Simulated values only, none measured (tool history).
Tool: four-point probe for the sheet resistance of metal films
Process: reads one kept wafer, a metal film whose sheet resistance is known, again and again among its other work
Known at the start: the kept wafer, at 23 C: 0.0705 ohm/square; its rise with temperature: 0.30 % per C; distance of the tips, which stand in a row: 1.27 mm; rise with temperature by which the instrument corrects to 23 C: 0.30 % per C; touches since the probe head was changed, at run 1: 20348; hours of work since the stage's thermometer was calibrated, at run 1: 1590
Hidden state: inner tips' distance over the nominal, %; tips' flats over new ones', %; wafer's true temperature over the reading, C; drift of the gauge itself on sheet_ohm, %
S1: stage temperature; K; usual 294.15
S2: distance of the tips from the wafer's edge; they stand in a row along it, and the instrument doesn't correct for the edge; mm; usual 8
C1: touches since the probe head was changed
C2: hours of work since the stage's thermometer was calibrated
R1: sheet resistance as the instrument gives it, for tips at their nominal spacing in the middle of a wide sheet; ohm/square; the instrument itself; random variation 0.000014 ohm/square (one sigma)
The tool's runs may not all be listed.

| run | hour | S1 | S2 | C1 | C2 | R1 |
|---|---|---|---|---|---|---|
| 1 | 0 | 294.15 | 8 | 20348 | 1590 | 0.071424 |
| 2 | 47.1 | 294.15 | 8 | 21275 | 1618 | 0.071448 |
| 3 | 79.2 | 294.15 | 8 | 21905 | 1637 | 0.071464 |
| 4 | 118.2 | 294.15 | 8 | 22673 | 1661 | 0.071446 |
| 5 | 149.3 | 300.15 | 8 | 23284 | 1679 | 0.071423 |
| 6 | 177.2 | 300.15 | 8 | 23833 | 1696 | 0.071468 |
| 7 | 216.2 | 300.15 | 3 | 24598 | 1720 | 0.076621 |
| 8 | 239.1 | 294.15 | 8 | 25050 | 1733 | 0.071449 |
|  | 257.9 | stage's thermometer calibrated |
| 9 | 280.6 | 294.15 | 32 | 25855 | 14 | 0.070575 |
| 10 | 317.7 | 294.15 | 32 | 26584 | 36 | 0.07056 |
| 11 | 345.1 | 302.15 | 8 | 27123 | 52 | 0.071442 |
| 12 | 385.3 | 296.15 | 8 | 27913 | 77 | 0.071438 |
| 13 | 409.8 | 294.15 | 8 | 28396 | 91 | 0.071445 |
| 14 | 433.6 | 294.15 | 8 | 28863 | 106 | 0.071456 |
| 15 | 459.8 | 294.15 | 8 | 29378 | 121 | 0.071416 |
| 16 | 483.8 | 294.15 | 4 | 29850 | 136 | 0.074118 |
| 17 | 523.9 | 307.15 | 4 | 30639 | 160 | 0.074078 |
| 18 | 557.6 | 294.15 | 27 | 31302 | 180 | 0.070589 |
| 19 | 583.5 | 293.15 | 27 | 31810 | 196 | 0.070598 |
| 20 | 612.3 | 294.15 | 26 | 32377 | 213 | 0.070607 |
| 21 | 647.5 | 294.15 | 26 | 33068 | 234 | 0.070578 |
| 22 | 679.4 | 294.15 | 36 | 33695 | 253 | 0.070547 |
| 23 | 727.4 | 294.15 | 20 | 34639 | 282 | 0.070657 |
| 24 | 775.4 | 298.15 | 8 | 35583 | 311 | 0.071446 |
| 25 | 820.8 | 298.15 | 20 | 36476 | 339 | 0.07064 |
| 26 | 873.5 | 292.15 | 72 | 37512 | 370 | 0.070524 |
| 27 | 897.9 | 292.15 | 72 | 37991 | 385 | 0.070519 |
| 28 | 952.1 | 306.15 | 24 | 39056 | 417 | 0.070574 |
| 29 | 978.4 | 298.15 | 4 | 39574 | 433 | 0.074101 |
| 30 | 1025.8 | 298.15 | 4 | 40506 | 462 | 0.074117 |
| 31 | 1068.6 | 299.15 | 5 | 41348 | 488 | 0.072841 |
| 32 | 1103.5 | 298.15 | 5 | 42034 | 508 | 0.072861 |
| 33 | 1144.1 | 306.15 | 19 | 42831 | 533 | 0.070683 |
| 34 | 1179.7 | 299.15 | 13 | 43532 | 554 | 0.070839 |
| 35 | 1217.2 | 298.15 | 4 | 44269 | 577 | 0.074114 |
| 36 | 1260.4 | 307.15 | 40 | 45119 | 603 | 0.070525 |
| 37 | 1287 | 300.15 | 22 | 45641 | 619 | 0.070622 |

The next listed run, before its measurement:
| 38 | 1336 | 306.15 | 11 | 46605 | 648 | ? |

R1: 0.070975 ohm/square
Without the tool's hidden state the same run would have given R1 0.070975 ohm/square.
